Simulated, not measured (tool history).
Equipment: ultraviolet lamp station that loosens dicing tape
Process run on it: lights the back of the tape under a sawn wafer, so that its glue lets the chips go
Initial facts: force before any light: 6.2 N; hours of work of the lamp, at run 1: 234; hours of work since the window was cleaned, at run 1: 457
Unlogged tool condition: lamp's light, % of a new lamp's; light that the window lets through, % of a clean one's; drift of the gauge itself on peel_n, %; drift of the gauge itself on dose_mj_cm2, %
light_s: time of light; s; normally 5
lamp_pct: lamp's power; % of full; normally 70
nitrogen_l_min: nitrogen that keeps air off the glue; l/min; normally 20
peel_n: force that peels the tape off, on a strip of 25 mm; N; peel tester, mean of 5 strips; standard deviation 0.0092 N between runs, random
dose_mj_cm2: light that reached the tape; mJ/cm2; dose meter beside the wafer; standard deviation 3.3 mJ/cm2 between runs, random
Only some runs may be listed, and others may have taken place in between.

run,hour,light_s,lamp_pct,nitrogen_l_min,hours of work of the lamp,hours of work since the window was cleaned,peel_n,dose_mj_cm2
1,0.0,5,70,20,234,457,0.681,405
2,53.0,5,70,20,257,480,0.698,401
3,96.0,5,70,26,275,498,0.622,393
4,162.5,5,70,26,304,527,0.660,386
5,251.0,5,70,20,342,565,0.818,373
6,294.8,5,70,20,361,584,0.797,364
7,344.3,5,70,20,383,606,0.871,365
# hour 385.6: window cleaned of glue's vapour
8,395.8,5,70,20,404,4,0.695,403
9,458.4,5,70,20,432,31,0.705,393
10,524.2,5,70,10,460,60,1.137,379
11,600.1,5,70,10,493,93,1.177,367
12,690.7,5,70,10,532,132,1.295,357
13,733.4,5,93,37,550,150,0.347,466
14,820.4,5,93,37,588,188,0.360,456
15,903.3,5,93,37,623,223,0.383,437
16,990.2,5,93,23,661,261,0.586,422
17,1073.9,6,93,23,697,297,0.407,487
18,1148.5,6,66,23,729,329,0.895,330
19,1204.1,6,64,10,753,353,1.526,321
20,1274.5,6,64,10,784,383,1.577,311
21,1318.7,7,97,10,803,402,0.612,533
22,1373.6,7,97,10,826,426,0.628,519
23,1453.9,3,97,10,861,461,2.296,215
# hour 1467.0: lamp changed
24,1533.7,3,97,10,29,495,1.126,379

Predict each of these 5 candidate next runs independently; none follows another, all start after run 24:
A,1610.9,3,97,8,62,528,?,?
B,1610.9,6,82,14,62,528,?,?
C,1610.9,3,69,10,62,528,?,?
D,1610.9,6,70,12,62,528,?,?
E,1610.9,7,63,17,62,528,?,?

run,peel_n,dose_mj_cm2
A,1.311,381
B,0.308,635
C,1.909,270
D,0.511,542
E,0.335,579
Had the tool no hidden state, the same runs would have come out as:
run,peel_n,dose_mj_cm2
A,1.055,435
B,0.220,727
C,1.612,309
D,0.373,620
E,0.240,662

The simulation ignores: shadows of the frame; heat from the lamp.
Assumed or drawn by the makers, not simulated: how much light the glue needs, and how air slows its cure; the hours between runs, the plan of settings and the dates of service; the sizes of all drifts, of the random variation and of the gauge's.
